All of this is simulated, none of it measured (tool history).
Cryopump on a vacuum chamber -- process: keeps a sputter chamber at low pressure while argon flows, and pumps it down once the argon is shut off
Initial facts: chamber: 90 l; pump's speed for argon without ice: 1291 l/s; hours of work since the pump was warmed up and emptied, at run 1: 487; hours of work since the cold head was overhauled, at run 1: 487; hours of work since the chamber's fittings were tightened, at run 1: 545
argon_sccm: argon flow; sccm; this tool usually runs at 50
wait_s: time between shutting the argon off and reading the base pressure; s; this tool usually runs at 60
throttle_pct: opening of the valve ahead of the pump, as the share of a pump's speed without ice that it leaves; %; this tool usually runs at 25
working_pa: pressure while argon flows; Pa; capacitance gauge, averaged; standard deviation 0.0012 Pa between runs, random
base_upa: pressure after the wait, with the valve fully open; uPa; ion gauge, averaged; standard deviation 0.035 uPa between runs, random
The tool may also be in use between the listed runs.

run	hour	argon_sccm	wait_s	throttle_pct	hours of work since the pump was warmed up and emptied	hours of work since the cold head was overhauled	hours of work since the chamber's fittings were tightened	working_pa	base_upa
1	0.0	50	60	25	487	487	545	0.2783	2.66
2	38.6	50	60	25	515	515	573	0.2800	2.76
# hour 74.0: pump warmed up, emptied and cooled again
3	103.3	50	60	25	21	558	616	0.2643	2.55
4	133.0	50	60	25	42	579	638	0.2649	2.58
5	173.3	50	209	25	71	608	667	0.2651	1.40
6	208.0	50	60	25	96	633	692	0.2645	2.65
7	254.0	50	60	25	130	666	725	0.2668	2.73
8	289.3	50	60	25	155	692	750	0.2694	2.76
9	328.7	50	60	25	183	720	778	0.2675	2.82
10	358.5	50	60	25	205	742	800	0.2678	2.83
11	384.6	50	60	25	224	760	819	0.2701	2.82
12	414.3	50	60	25	245	782	840	0.2706	2.86
13	445.3	50	64	25	267	804	862	0.2735	2.81
14	487.4	66	60	25	298	834	893	0.3585	2.96
15	515.2	50	60	27	318	854	913	0.2527	2.89
16	544.8	50	60	27	339	876	934	0.2525	2.97
17	589.1	50	60	25	371	908	966	0.2748	3.09
18	622.7	50	60	25	395	932	990	0.2719	3.17
19	682.1	50	60	25	438	975	1033	0.2747	3.25
20	723.9	50	48	17	468	1005	1063	0.4029	3.62
21	749.3	50	81	25	486	1023	1081	0.2800	2.73
22	808.2	50	199	44	528	1065	1123	0.1648	2.16
# hour 825.0: pump warmed up, emptied and cooled again
23	870.0	23	102	25	32	1106	1164	0.1220	2.34
24	914.6	35	60	34	65	1138	1196	0.1384	3.08
25	952.4	68	71	19	92	1165	1224	0.4721	2.98
26	989.6	68	71	19	118	1192	1250	0.4743	2.95
27	1025.8	72	71	32	144	1218	1276	0.3028	2.96
28	1064.8	50	25	53	173	1246	1304	0.1289	5.82
29	1120.3	61	26	25	212	1286	1344	0.3284	5.68
30	1173.3	53	60	20	251	1324	1383	0.3527	3.35
31	1199.2	53	60	20	269	1343	1401	0.3575	3.39
32	1254.3	24	120	25	309	1383	1441	0.1293	2.64
33	1282.3	24	120	25	329	1403	1461	0.1305	2.77
34	1314.0	24	60	55	352	1426	1484	0.0615	3.60
35	1349.1	24	60	55	377	1451	1509	0.0621	3.63

Branching from run 35: 3 alternative next runs. What would each branch give?
A	1397.9	50	34	30	412	1486	1544	?	?
B	1397.9	50	60	17	412	1486	1544	?	?
C	1397.9	50	135	25	412	1486	1544	?	?

run	working_pa	base_upa
A	0.2310	5.09
B	0.3963	3.74
C	0.2755	2.81
With the hidden condition removed and each run's random variation left untouched, the same runs would have given:
run	working_pa	base_upa
A	0.2182	3.32
B	0.3835	1.97
C	0.2626	1.05

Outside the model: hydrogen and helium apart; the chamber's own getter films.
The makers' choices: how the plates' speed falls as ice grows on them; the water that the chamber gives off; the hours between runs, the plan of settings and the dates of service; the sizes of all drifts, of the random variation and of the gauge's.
